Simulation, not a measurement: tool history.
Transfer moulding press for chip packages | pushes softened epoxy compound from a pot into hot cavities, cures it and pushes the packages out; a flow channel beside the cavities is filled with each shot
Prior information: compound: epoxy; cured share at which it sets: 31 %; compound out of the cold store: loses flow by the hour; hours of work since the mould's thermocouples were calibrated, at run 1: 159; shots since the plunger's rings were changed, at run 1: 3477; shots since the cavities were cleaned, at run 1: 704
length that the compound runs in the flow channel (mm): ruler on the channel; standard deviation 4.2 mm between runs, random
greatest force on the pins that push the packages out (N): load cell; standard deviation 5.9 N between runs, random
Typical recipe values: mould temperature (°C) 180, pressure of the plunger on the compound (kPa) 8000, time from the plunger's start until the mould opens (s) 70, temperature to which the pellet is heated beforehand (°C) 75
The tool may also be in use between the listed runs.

run,hour,mould temperature (°C),pressure of the plunger on the compound (kPa),time from the plunger's start until the mould opens (s),temperature to which the pellet is heated beforehand (°C),hours of work since the mould's thermocouples were calibrated,shots since the plunger's rings were changed,shots since the cavities were cleaned,incoming compound's hours out of the cold store,length that the compound runs in the flow channel (mm),greatest force on the pins that push the packages out (N)
1,0.0,180,8000,70,75,159,3477,704,35.6,482,225
# hour 7.6: cavities cleaned with cleaning compound and waxed
2,21.1,180,8000,70,75,172,3822,238,30.2,490,215
3,30.5,180,8000,70,75,178,3987,403,41.0,471,215
4,41.6,180,8000,70,75,185,4183,599,15.0,518,224
# hour 46.1: plunger's sealing rings changed
# hour 57.2: cavities cleaned with cleaning compound and waxed
5,65.8,180,8000,70,75,198,321,153,24.8,502,227
6,79.4,180,8000,70,75,207,559,391,41.3,477,217
7,95.7,180,8000,70,75,218,847,679,45.3,472,207
# hour 104.7: cavities cleaned with cleaning compound and waxed
8,113.3,180,8000,70,75,229,1131,152,12.0,528,236
9,128.9,175,6300,102,70,239,1405,426,29.0,453,175
10,145.3,175,6300,102,70,250,1693,714,8.1,484,179
# hour 151.4: cavities cleaned with cleaning compound and waxed
11,163.0,183,9210,70,75,260,1979,204,11.4,566,202
12,182.3,174,8280,87,77,273,2320,545,35.2,512,200
# hour 198.6: cavities cleaned with cleaning compound and waxed
13,201.5,180,8000,70,75,284,2631,52,19.0,518,219
14,216.3,180,8670,70,75,294,2892,313,47.4,488,208
15,227.7,180,8670,70,75,302,3091,512,25.9,515,216

4 ways to go on from here, each from the tool as it stands after run 15. What would each give?
# hour 246.3: cavities cleaned with cleaning compound and waxed
A,249.1,180,8000,74,70,315,3442,49,26.3,?,?
# hour 246.3: cavities cleaned with cleaning compound and waxed
B,249.1,182,8670,57,79,315,3442,49,38.7,?,?
# hour 246.3: cavities cleaned with cleaning compound and waxed
C,249.1,180,6360,75,75,315,3442,49,45.7,?,?
# hour 246.3: cavities cleaned with cleaning compound and waxed
D,249.1,180,8670,84,75,315,3442,49,22.3,?,?

run,length that the compound runs in the flow channel (mm),greatest force on the pins that push the packages out (N)
A,495,206
B,495,282
C,410,182
D,531,177
What these runs would have given with no unlogged condition in the tool:
run,length that the compound runs in the flow channel (mm),greatest force on the pins that push the packages out (N)
A,496,206
B,496,281
C,411,181
D,532,176
